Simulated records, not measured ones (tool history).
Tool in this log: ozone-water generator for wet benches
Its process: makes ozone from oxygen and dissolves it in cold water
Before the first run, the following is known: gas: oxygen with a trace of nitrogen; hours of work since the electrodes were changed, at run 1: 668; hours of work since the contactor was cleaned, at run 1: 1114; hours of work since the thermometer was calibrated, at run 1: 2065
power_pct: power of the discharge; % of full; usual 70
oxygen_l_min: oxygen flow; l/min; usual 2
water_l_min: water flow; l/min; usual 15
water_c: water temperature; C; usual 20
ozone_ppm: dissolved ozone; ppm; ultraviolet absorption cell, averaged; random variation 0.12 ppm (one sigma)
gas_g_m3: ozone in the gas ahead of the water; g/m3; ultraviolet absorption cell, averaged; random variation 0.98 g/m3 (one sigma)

| run | hour | power_pct | oxygen_l_min | water_l_min | water_c | hours of work since the electrodes were changed | hours of work since the contactor was cleaned | hours of work since the thermometer was calibrated | ozone_ppm | gas_g_m3 |
|---|---|---|---|---|---|---|---|---|---|---|
| 1 | 0 | 70 | 2 | 15 | 20 | 668 | 1114 | 2065 | 9.8 | 168.7 |
| 2 | 67.9 | 70 | 2 | 15 | 20 | 710 | 1155 | 2107 | 9.6 | 170.5 |
| 3 | 145.7 | 70 | 2 | 9 | 20 | 757 | 1203 | 2155 | 16.1 | 168.2 |
| 4 | 224 | 44 | 2 | 15 | 20 | 805 | 1251 | 2202 | 7.3 | 129.5 |
| 5 | 329.9 | 44 | 2 | 15 | 20 | 870 | 1316 | 2267 | 7.3 | 128.5 |
| 6 | 406.5 | 44 | 2 | 15 | 20 | 917 | 1363 | 2314 | 7.3 | 129 |
| 7 | 464.8 | 44 | 2 | 15 | 20 | 952 | 1398 | 2350 | 7.4 | 128.7 |
| 8 | 580.4 | 44 | 2 | 15 | 20 | 1023 | 1469 | 2420 | 7.5 | 127.9 |
| 9 | 638 | 44 | 2 | 15 | 20 | 1058 | 1504 | 2456 | 7.5 | 129.1 |
| 10 | 710.4 | 70 | 2 | 15 | 22 | 1103 | 1548 | 2500 | 9.5 | 167.6 |
| 11 | 766.9 | 44 | 2 | 15 | 20 | 1137 | 1583 | 2534 | 7.3 | 129.9 |
| 12 | 856 | 44 | 2 | 15 | 14 | 1192 | 1638 | 2589 | 7.8 | 128.2 |
| 13 | 948.6 | 70 | 1.54 | 11 | 20 | 1248 | 1694 | 2646 | 12.3 | 185.2 |
| 14 | 1041.6 | 70 | 1.54 | 11 | 20 | 1305 | 1751 | 2703 | 12.4 | 185.5 |
| 15 | 1101.5 | 52 | 1.17 | 10 | 23 | 1342 | 1788 | 2739 | 10.4 | 173.9 |
| 16 | 1179.8 | 50 | 2 | 15 | 14 | 1390 | 1836 | 2787 | 8.5 | 138.5 |
| 17 | 1267.2 | 43 | 2 | 9 | 14 | 1443 | 1889 | 2841 | 13.3 | 127.3 |
| 18 | 1335.7 | 43 | 2 | 9 | 14 | 1485 | 1931 | 2882 | 13.3 | 126.5 |
| 19 | 1433.6 | 70 | 2 | 22 | 20 | 1545 | 1991 | 2942 | 6 | 167.6 |
| 20 | 1539.2 | 54 | 2.66 | 20 | 22 | 1610 | 2055 | 3007 | 6.4 | 129.8 |
| 21 | 1638 | 52 | 1.22 | 17 | 18 | 1670 | 2116 | 3067 | 5.8 | 168.7 |
| 22 | 1703.3 | 52 | 1.22 | 12 | 27 | 1710 | 2156 | 3107 | 8.1 | 168.3 |
| 23 | 1793.1 | 70 | 1.65 | 15 | 15 | 1765 | 2211 | 3162 | 9.4 | 178.2 |
| 24 | 1859.1 | 70 | 1.85 | 18 | 22 | 1805 | 2251 | 3203 | 7.5 | 171.8 |

Forecast each of these 4 alternatives for the next run:
| A | 1949.3 | 70 | 2 | 18 | 20 | 1860 | 2306 | 3258 | ? | ? |
| B | 1949.3 | 70 | 2.12 | 18 | 19 | 1860 | 2306 | 3258 | ? | ? |
| C | 1949.3 | 48 | 3.05 | 18 | 21 | 1860 | 2306 | 3258 | ? | ? |
| D | 1949.3 | 70 | 3.58 | 15 | 20 | 1860 | 2306 | 3258 | ? | ? |

| run | ozone_ppm | gas_g_m3 |
|---|---|---|
| A | 7.7 | 164.8 |
| B | 7.8 | 162.4 |
| C | 7.1 | 114.1 |
| D | 11.2 | 134.7 |
With no hidden state in the tool, these same runs would have given:
| run | ozone_ppm | gas_g_m3 |
|---|---|---|
| A | 7.7 | 168.1 |
| B | 7.9 | 165.6 |
| C | 7.1 | 116.4 |
| D | 11.2 | 137.4 |
